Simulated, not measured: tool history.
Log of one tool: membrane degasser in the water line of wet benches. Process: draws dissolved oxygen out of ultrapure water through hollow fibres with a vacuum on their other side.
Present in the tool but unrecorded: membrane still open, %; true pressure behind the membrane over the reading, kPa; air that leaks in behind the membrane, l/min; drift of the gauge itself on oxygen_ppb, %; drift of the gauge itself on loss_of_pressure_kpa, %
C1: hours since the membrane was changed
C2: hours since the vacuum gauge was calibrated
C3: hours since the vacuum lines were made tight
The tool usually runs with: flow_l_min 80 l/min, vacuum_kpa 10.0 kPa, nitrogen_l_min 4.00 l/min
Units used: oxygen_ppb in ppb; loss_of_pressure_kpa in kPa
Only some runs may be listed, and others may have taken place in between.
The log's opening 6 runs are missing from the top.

run 7 hour=408.2 | flow_l_min=80 vacuum_kpa=10.0 nitrogen_l_min=4.00 | C1=3083 C2=4773 C3=217 | oxygen_ppb=294.7 loss_of_pressure_kpa=57.13
run 8 hour=464.1 | flow_l_min=80 vacuum_kpa=10.0 nitrogen_l_min=4.00 | C1=3139 C2=4829 C3=273 | oxygen_ppb=302.2 loss_of_pressure_kpa=56.77
run 9 hour=521.4 | flow_l_min=80 vacuum_kpa=10.0 nitrogen_l_min=4.00 | C1=3196 C2=4886 C3=330 | oxygen_ppb=304.0 loss_of_pressure_kpa=56.65
run 10 hour=600.0 | flow_l_min=80 vacuum_kpa=10.0 nitrogen_l_min=4.00 | C1=3274 C2=4965 C3=409 | oxygen_ppb=303.4 loss_of_pressure_kpa=56.82
run 11 hour=653.2 | flow_l_min=80 vacuum_kpa=10.0 nitrogen_l_min=4.00 | C1=3328 C2=5018 C3=462 | oxygen_ppb=299.8 loss_of_pressure_kpa=56.50
run 12 hour=736.4 | flow_l_min=80 vacuum_kpa=10.0 nitrogen_l_min=4.00 | C1=3411 C2=5101 C3=545 | oxygen_ppb=303.2 loss_of_pressure_kpa=56.56
run 13 hour=826.3 | flow_l_min=80 vacuum_kpa=10.0 nitrogen_l_min=8.27 | C1=3501 C2=5191 C3=635 | oxygen_ppb=160.2 loss_of_pressure_kpa=57.25
run 14 hour=875.1 | flow_l_min=80 vacuum_kpa=12.7 nitrogen_l_min=4.00 | C1=3550 C2=5240 C3=684 | oxygen_ppb=414.5 loss_of_pressure_kpa=56.68
run 15 hour=951.1 | flow_l_min=80 vacuum_kpa=12.7 nitrogen_l_min=4.00 | C1=3626 C2=5316 C3=760 | oxygen_ppb=412.2 loss_of_pressure_kpa=56.33
run 16 hour=1001.3 | flow_l_min=80 vacuum_kpa=12.7 nitrogen_l_min=4.00 | C1=3676 C2=5366 C3=810 | oxygen_ppb=413.8 loss_of_pressure_kpa=56.63
run 17 hour=1093.6 | flow_l_min=63 vacuum_kpa=10.4 nitrogen_l_min=6.79 | C1=3768 C2=5458 C3=903 | oxygen_ppb=154.6 loss_of_pressure_kpa=44.30
run 18 hour=1168.2 | flow_l_min=63 vacuum_kpa=10.0 nitrogen_l_min=4.00 | C1=3843 C2=5533 C3=977 | oxygen_ppb=239.0 loss_of_pressure_kpa=44.90
run 19 hour=1234.6 | flow_l_min=119 vacuum_kpa=10.0 nitrogen_l_min=4.00 | C1=3909 C2=5599 C3=1044 | oxygen_ppb=452.7 loss_of_pressure_kpa=84.01
run 20 hour=1278.8 | flow_l_min=119 vacuum_kpa=10.0 nitrogen_l_min=4.00 | C1=3953 C2=5643 C3=1088 | oxygen_ppb=453.5 loss_of_pressure_kpa=84.00
run 21 hour=1379.3 | flow_l_min=72 vacuum_kpa=16.9 nitrogen_l_min=2.42 | C1=4054 C2=5744 C3=1188 | oxygen_ppb=780.0 loss_of_pressure_kpa=50.90
run 22 hour=1428.1 | flow_l_min=85 vacuum_kpa=21.4 nitrogen_l_min=7.95 | C1=4103 C2=5793 C3=1237 | oxygen_ppb=450.1 loss_of_pressure_kpa=59.93
run 23 hour=1515.9 | flow_l_min=51 vacuum_kpa=7.1 nitrogen_l_min=11.67 | C1=4190 C2=5880 C3=1325 | oxygen_ppb=41.4 loss_of_pressure_kpa=36.14
run 24 hour=1597.2 | flow_l_min=51 vacuum_kpa=7.1 nitrogen_l_min=11.67 | C1=4272 C2=5962 C3=1406 | oxygen_ppb=42.4 loss_of_pressure_kpa=35.96
run 25 hour=1651.8 | flow_l_min=78 vacuum_kpa=8.2 nitrogen_l_min=2.31 | C1=4326 C2=6016 C3=1461 | oxygen_ppb=343.7 loss_of_pressure_kpa=54.42
run 26 hour=1752.7 | flow_l_min=65 vacuum_kpa=7.6 nitrogen_l_min=3.20 | C1=4427 C2=6117 C3=1562 | oxygen_ppb=197.4 loss_of_pressure_kpa=45.47
run 27 hour=1834.8 | flow_l_min=108 vacuum_kpa=16.7 nitrogen_l_min=4.00 | C1=4509 C2=6199 C3=1644 | oxygen_ppb=741.2 loss_of_pressure_kpa=75.19
run 28 hour=1920.5 | flow_l_min=87 vacuum_kpa=19.4 nitrogen_l_min=4.00 | C1=4595 C2=6285 C3=1729 | oxygen_ppb=727.6 loss_of_pressure_kpa=60.71
run 29 hour=1997.4 | flow_l_min=87 vacuum_kpa=19.4 nitrogen_l_min=4.00 | C1=4672 C2=6362 C3=1806 | oxygen_ppb=723.1 loss_of_pressure_kpa=60.86
run 30 hour=2048.3 | flow_l_min=127 vacuum_kpa=6.5 nitrogen_l_min=8.72 | C1=4723 C2=6413 C3=1857 | oxygen_ppb=165.4 loss_of_pressure_kpa=88.55
run 31 hour=2129.2 | flow_l_min=127 vacuum_kpa=12.9 nitrogen_l_min=8.72 | C1=4804 C2=6494 C3=1938 | oxygen_ppb=372.1 loss_of_pressure_kpa=88.74

Forecast each of these 3 alternatives for the next run:
run A hour=2230.4 | flow_l_min=92 vacuum_kpa=7.8 nitrogen_l_min=8.72 | C1=4905 C2=6595 C3=2039 | oxygen_ppb=? loss_of_pressure_kpa=?
run B hour=2230.4 | flow_l_min=80 vacuum_kpa=24.5 nitrogen_l_min=4.00 | C1=4905 C2=6595 C3=2039 | oxygen_ppb=? loss_of_pressure_kpa=?
run C hour=2230.4 | flow_l_min=80 vacuum_kpa=10.0 nitrogen_l_min=1.78 | C1=4905 C2=6595 C3=2039 | oxygen_ppb=? loss_of_pressure_kpa=?

run=A oxygen_ppb=127.6 loss_of_pressure_kpa=64.23
run=B oxygen_ppb=871.4 loss_of_pressure_kpa=56.11
run=C oxygen_ppb=558.8 loss_of_pressure_kpa=56.18
What these runs would have given with no unlogged condition in the tool:
run=A oxygen_ppb=127.1 loss_of_pressure_kpa=65.77
run=B oxygen_ppb=870.7 loss_of_pressure_kpa=57.45
run=C oxygen_ppb=557.5 loss_of_pressure_kpa=57.52

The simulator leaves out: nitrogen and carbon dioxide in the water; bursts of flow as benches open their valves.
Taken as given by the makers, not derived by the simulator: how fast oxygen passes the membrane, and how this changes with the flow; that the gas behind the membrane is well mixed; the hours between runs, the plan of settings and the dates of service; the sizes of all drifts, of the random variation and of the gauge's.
